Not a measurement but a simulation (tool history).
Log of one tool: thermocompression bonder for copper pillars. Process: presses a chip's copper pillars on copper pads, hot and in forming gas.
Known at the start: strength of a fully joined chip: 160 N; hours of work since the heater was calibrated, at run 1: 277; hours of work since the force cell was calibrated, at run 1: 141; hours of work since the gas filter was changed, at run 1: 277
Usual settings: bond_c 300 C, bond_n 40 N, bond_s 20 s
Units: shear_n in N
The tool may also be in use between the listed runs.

run,hour,bond_c,bond_n,bond_s,hours of work since the heater was calibrated,hours of work since the force cell was calibrated,hours of work since the gas filter was changed,shear_n
1,0.0,300,40,20,277,141,277,112.3
2,14.7,300,40,20,286,150,286,112.7
# hour 32.3: forming gas filter changed
3,34.5,300,40,20,298,163,1,121.2
4,43.8,300,40,20,304,168,7,121.5
5,56.7,300,40,20,312,177,15,121.4
6,70.1,300,48,20,321,185,24,129.7
7,82.5,300,48,28,329,193,32,138.9
8,97.4,300,34,20,338,202,41,111.2
9,115.1,300,34,20,349,214,52,111.4
10,127.8,300,34,20,357,221,60,110.2
11,136.2,300,34,20,362,227,66,110.2
12,148.2,293,40,20,370,234,73,111.6
13,159.2,293,40,20,377,241,80,113.9
14,170.4,293,40,20,384,248,87,113.4
15,183.1,300,40,20,392,256,95,119.2
16,202.6,300,40,20,404,269,108,120.9
17,221.9,300,40,20,417,281,120,120.7
18,238.2,300,59,20,427,291,130,140.2
19,257.7,273,57,37,439,304,142,126.0
20,273.7,321,40,21,449,314,152,139.1
21,283.6,286,40,36,456,320,159,119.8
22,302.6,286,40,36,468,332,171,119.9
23,323.2,286,40,10,481,345,184,86.4
24,341.3,286,40,10,492,356,195,85.5
25,359.8,290,40,45,504,368,207,128.9
26,371.0,290,40,45,511,375,214,128.6
27,381.3,271,40,20,517,382,220,88.4
28,397.8,301,52,39,528,392,231,142.0
29,415.4,282,25,18,539,403,242,71.1

Forecast each of these 3 alternatives for the next run:
A,434.5,306,24,45,551,415,254,?
B,434.5,274,40,20,551,415,254,?
C,434.5,300,36,20,551,415,254,?

run,shear_n
A,118.4
B,92.0
C,112.3
Without the tool's hidden state the same runs would have given:
run,shear_n
A,114.2
B,84.6
C,107.4

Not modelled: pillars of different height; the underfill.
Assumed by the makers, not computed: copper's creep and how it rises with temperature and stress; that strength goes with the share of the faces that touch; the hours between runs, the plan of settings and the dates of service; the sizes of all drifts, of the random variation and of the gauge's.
